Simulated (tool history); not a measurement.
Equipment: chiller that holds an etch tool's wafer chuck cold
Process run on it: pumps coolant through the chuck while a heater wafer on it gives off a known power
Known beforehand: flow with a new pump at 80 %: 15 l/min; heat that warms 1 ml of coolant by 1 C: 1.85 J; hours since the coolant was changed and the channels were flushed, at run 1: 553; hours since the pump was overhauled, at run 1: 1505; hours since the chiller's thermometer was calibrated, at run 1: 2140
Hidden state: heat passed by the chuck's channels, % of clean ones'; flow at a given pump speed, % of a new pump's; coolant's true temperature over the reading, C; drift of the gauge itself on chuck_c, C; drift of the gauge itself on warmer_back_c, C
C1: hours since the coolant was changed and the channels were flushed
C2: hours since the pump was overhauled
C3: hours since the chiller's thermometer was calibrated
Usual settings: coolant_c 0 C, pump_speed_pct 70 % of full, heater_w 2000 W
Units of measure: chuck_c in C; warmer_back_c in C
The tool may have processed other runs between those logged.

run 1 hour=0.0 | coolant_c=0 pump_speed_pct=70 heater_w=2000 | C1=553 C2=1505 C3=2140 | chuck_c=26.4 warmer_back_c=5.00
-- hour=64.5 chiller's thermometer calibrated
run 2 hour=238.5 | coolant_c=0 pump_speed_pct=70 heater_w=2684 | C1=791 C2=1743 C3=174 | chuck_c=35.2 warmer_back_c=6.68
run 3 hour=358.5 | coolant_c=7 pump_speed_pct=70 heater_w=2000 | C1=911 C2=1863 C3=294 | chuck_c=33.3 warmer_back_c=5.02
run 4 hour=508.9 | coolant_c=7 pump_speed_pct=70 heater_w=2000 | C1=1061 C2=2013 C3=444 | chuck_c=33.2 warmer_back_c=4.98
run 5 hour=633.5 | coolant_c=7 pump_speed_pct=70 heater_w=2000 | C1=1186 C2=2138 C3=569 | chuck_c=33.3 warmer_back_c=5.00
run 6 hour=847.8 | coolant_c=7 pump_speed_pct=70 heater_w=2000 | C1=1400 C2=2352 C3=783 | chuck_c=33.4 warmer_back_c=4.99
run 7 hour=1002.5 | coolant_c=7 pump_speed_pct=70 heater_w=2000 | C1=1555 C2=2507 C3=938 | chuck_c=33.3 warmer_back_c=5.01
run 8 hour=1116.0 | coolant_c=0 pump_speed_pct=70 heater_w=2000 | C1=1668 C2=2620 C3=1052 | chuck_c=26.4 warmer_back_c=4.99
run 9 hour=1336.8 | coolant_c=-3 pump_speed_pct=70 heater_w=2000 | C1=1889 C2=2841 C3=1272 | chuck_c=23.3 warmer_back_c=5.01
run 10 hour=1522.2 | coolant_c=0 pump_speed_pct=70 heater_w=2000 | C1=2074 C2=3026 C3=1458 | chuck_c=26.2 warmer_back_c=4.99
run 11 hour=1660.7 | coolant_c=0 pump_speed_pct=70 heater_w=2000 | C1=2213 C2=3165 C3=1596 | chuck_c=26.3 warmer_back_c=4.97
run 12 hour=1757.1 | coolant_c=0 pump_speed_pct=70 heater_w=2000 | C1=2309 C2=3261 C3=1693 | chuck_c=26.3 warmer_back_c=5.00
run 13 hour=1990.2 | coolant_c=-2 pump_speed_pct=80 heater_w=2000 | C1=2542 C2=3494 C3=1926 | chuck_c=22.4 warmer_back_c=4.33
run 14 hour=2127.9 | coolant_c=-2 pump_speed_pct=88 heater_w=1158 | C1=2680 C2=3632 C3=2063 | chuck_c=11.5 warmer_back_c=2.24
run 15 hour=2232.7 | coolant_c=0 pump_speed_pct=70 heater_w=1649 | C1=2785 C2=3737 C3=2168 | chuck_c=21.6 warmer_back_c=4.12
-- hour=2267.8 chiller's thermometer calibrated
run 16 hour=2367.3 | coolant_c=0 pump_speed_pct=70 heater_w=1649 | C1=2919 C2=3870 C3=100 | chuck_c=21.6 warmer_back_c=4.11
run 17 hour=2534.2 | coolant_c=0 pump_speed_pct=86 heater_w=1303 | C1=3085 C2=4037 C3=266 | chuck_c=15.4 warmer_back_c=2.58
run 18 hour=2652.5 | coolant_c=0 pump_speed_pct=86 heater_w=1303 | C1=3204 C2=4156 C3=385 | chuck_c=15.3 warmer_back_c=2.59
run 19 hour=2837.3 | coolant_c=0 pump_speed_pct=80 heater_w=1211 | C1=3389 C2=4340 C3=570 | chuck_c=14.9 warmer_back_c=2.62
run 20 hour=3074.3 | coolant_c=0 pump_speed_pct=80 heater_w=1211 | C1=3626 C2=4577 C3=806 | chuck_c=14.9 warmer_back_c=2.60

Predict each of these 3 candidate next runs independently; none follows another, all start after run 20:
run A hour=3183.3 | coolant_c=7 pump_speed_pct=74 heater_w=1384 | C1=3735 C2=4686 C3=916 | chuck_c=? warmer_back_c=?
run B hour=3183.3 | coolant_c=8 pump_speed_pct=74 heater_w=1752 | C1=3735 C2=4686 C3=916 | chuck_c=? warmer_back_c=?
run C hour=3183.3 | coolant_c=1 pump_speed_pct=70 heater_w=1830 | C1=3735 C2=4686 C3=916 | chuck_c=? warmer_back_c=?

run=A chuck_c=24.6 warmer_back_c=3.26
run=B chuck_c=30.3 warmer_back_c=4.10
run=C chuck_c=25.2 warmer_back_c=4.58
With no hidden state in the tool, these same runs would have given:
run=A chuck_c=24.6 warmer_back_c=3.26
run=B chuck_c=30.3 warmer_back_c=4.10
run=C chuck_c=25.1 warmer_back_c=4.58

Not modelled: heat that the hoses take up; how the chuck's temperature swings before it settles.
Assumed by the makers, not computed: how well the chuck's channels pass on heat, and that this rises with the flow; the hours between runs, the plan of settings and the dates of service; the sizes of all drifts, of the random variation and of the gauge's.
